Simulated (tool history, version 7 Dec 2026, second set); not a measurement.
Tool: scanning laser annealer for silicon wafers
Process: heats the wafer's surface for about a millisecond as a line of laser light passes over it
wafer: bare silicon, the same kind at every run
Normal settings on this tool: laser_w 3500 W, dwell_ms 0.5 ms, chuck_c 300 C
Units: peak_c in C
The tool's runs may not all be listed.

Run 1, hour 0: usual settings. Result: peak_c 1111 C.
Run 2, hour 54.6: usual settings but dwell_ms 0.355 ms. Result: peak_c 983 C.
Run 3, hour 78.1: usual settings but dwell_ms 0.355 ms. Result: peak_c 980 C.
Run 4, hour 134.4: usual settings but chuck_c 338 C. Result: peak_c 1147 C.
Run 5, hour 174.1: usual settings but laser_w 3538 W. Result: peak_c 1120 C.
Run 6, hour 206.4: usual settings but laser_w 3538 W. Result: peak_c 1123 C.
Run 7, hour 255: usual settings but laser_w 3538 W. Result: peak_c 1123 C.
Run 8, hour 289.7: usual settings but laser_w 3551 W. Result: peak_c 1125 C.
Run 9, hour 337: usual settings but laser_w 3549 W. Result: peak_c 1126 C.

Run 10 has not been measured yet. What should we expect?
Run 10, hour 388.3: usual settings but laser_w 3491 W. Result: peak_c ?.

{"run 10": {"peak_c": 1111}}
With the hidden condition absent and the run-to-run variation left alone, this run would have shown peak_c 1112 C.

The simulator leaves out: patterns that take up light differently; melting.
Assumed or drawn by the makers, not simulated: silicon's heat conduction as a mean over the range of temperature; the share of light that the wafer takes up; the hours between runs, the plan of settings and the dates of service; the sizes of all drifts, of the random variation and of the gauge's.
